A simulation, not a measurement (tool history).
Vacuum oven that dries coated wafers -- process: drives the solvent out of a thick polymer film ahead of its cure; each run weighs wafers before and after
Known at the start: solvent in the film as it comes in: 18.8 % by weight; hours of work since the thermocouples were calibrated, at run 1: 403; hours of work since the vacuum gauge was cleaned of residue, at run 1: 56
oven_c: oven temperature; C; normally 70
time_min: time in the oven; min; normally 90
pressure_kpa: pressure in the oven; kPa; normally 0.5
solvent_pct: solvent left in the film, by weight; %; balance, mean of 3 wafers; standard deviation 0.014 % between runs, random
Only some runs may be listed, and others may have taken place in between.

run	hour	oven_c	time_min	pressure_kpa	hours of work since the thermocouples were calibrated	hours of work since the vacuum gauge was cleaned of residue	solvent_pct
1	0	70	90	0.5	403	56	2.02
2	132.2	70	90	0.5	467	120	2
3	208.7	70	90	0.5	505	158	2.02
4	306.1	70	90	0.5	552	205	2.01
5	391.5	70	90	0.5	594	247	2
6	466.3	70	90	0.5	631	283	1.99
7	589.3	70	72	0.5	691	344	2.88
# hour 669: oven's thermocouples calibrated
8	720.3	70	90	0.5	25	407	2.16
9	783.5	70	68	0.5	56	437	3.32
10	877.1	70	68	0.5	102	483	3.33
11	973.6	70	68	0.5	149	530	3.32
12	1074.3	70	90	0.5	198	580	2.13
13	1207.7	70	150	0.5	263	645	0.83
14	1328.1	70	150	0.394	322	704	0.79
15	1389.6	70	90	1.924	352	734	2.86
16	1465	70	90	1.924	389	770	2.86
17	1587.4	70	90	1.161	449	830	2.45
18	1676.1	70	109	0.5	492	874	1.49
19	1806.8	70	90	0.5	556	937	2.09
20	1898.1	70	90	0.452	600	982	2.04
21	1991.9	70	90	0.452	646	1028	2.03
22	2073.1	64	112	1.109	686	1067	3.05
# hour 2161: oven's thermocouples calibrated
23	2161	64	70	1.109	0	1109	5.8
24	2244.3	84	70	1.224	41	1150	1.07
# hour 2254.9: vacuum gauge cleaned of residue and calibrated
25	2318.7	84	70	1.224	76	31	1.16
26	2427.1	71	90	0.5	129	84	2.33
27	2541.7	56	72	0.321	185	140	7.98
# hour 2557.4: vacuum gauge cleaned of residue and calibrated, once more
28	2634.6	56	72	0.321	230	38	7.46
29	2699.3	56	115	0.321	261	69	4.89
30	2760.7	72	77	0.99	292	99	2.47
31	2893.1	62	159	0.734	356	164	2.01
32	2999.6	62	54	0.387	408	216	6.97
33	3086.8	70	90	0.514	451	259	2.09
34	3140.5	61	118	0.514	477	285	3.27
35	3229.1	61	144	0.87	520	328	2.67
36	3312.9	55	117	0.288	561	369	5.02
37	3427.9	67	147	0.252	617	425	1
38	3516.2	67	90	0.268	661	468	2.62

Across each entry between runs, compare the hidden state at the last listed run before it with the hidden state at the first listed run after it:
Between runs 7 and 8: oven's thermocouples calibrated (hour 669)
  true wafer temperature over the reading, C: 1.31 -> 0.55; true pressure over the reading, kPa: 0.149 -> 0.174
  measured minus no-state result, solvent_pct: -0.27 -> -0.03 %
Between runs 22 and 23: oven's thermocouples calibrated (hour 2161)
  true wafer temperature over the reading, C: 1.72 -> -0.01; true pressure over the reading, kPa: 0.451 -> 0.469
  measured minus no-state result, solvent_pct: -0.15 -> +0.28 %
Between runs 24 and 25: vacuum gauge cleaned of residue and calibrated (hour 2254.9)
  true wafer temperature over the reading, C: 0.06 -> 0.13; true pressure over the reading, kPa: 0.486 -> 0.747
  measured minus no-state result, solvent_pct: +0.16 -> +0.24 %
Between runs 27 and 28: vacuum gauge cleaned of residue and calibrated, once more (hour 2557.4)
  true wafer temperature over the reading, C: 0.31 -> 0.38; true pressure over the reading, kPa: 0.791 -> 0.01
  measured minus no-state result, solvent_pct: +0.46 -> -0.12 %
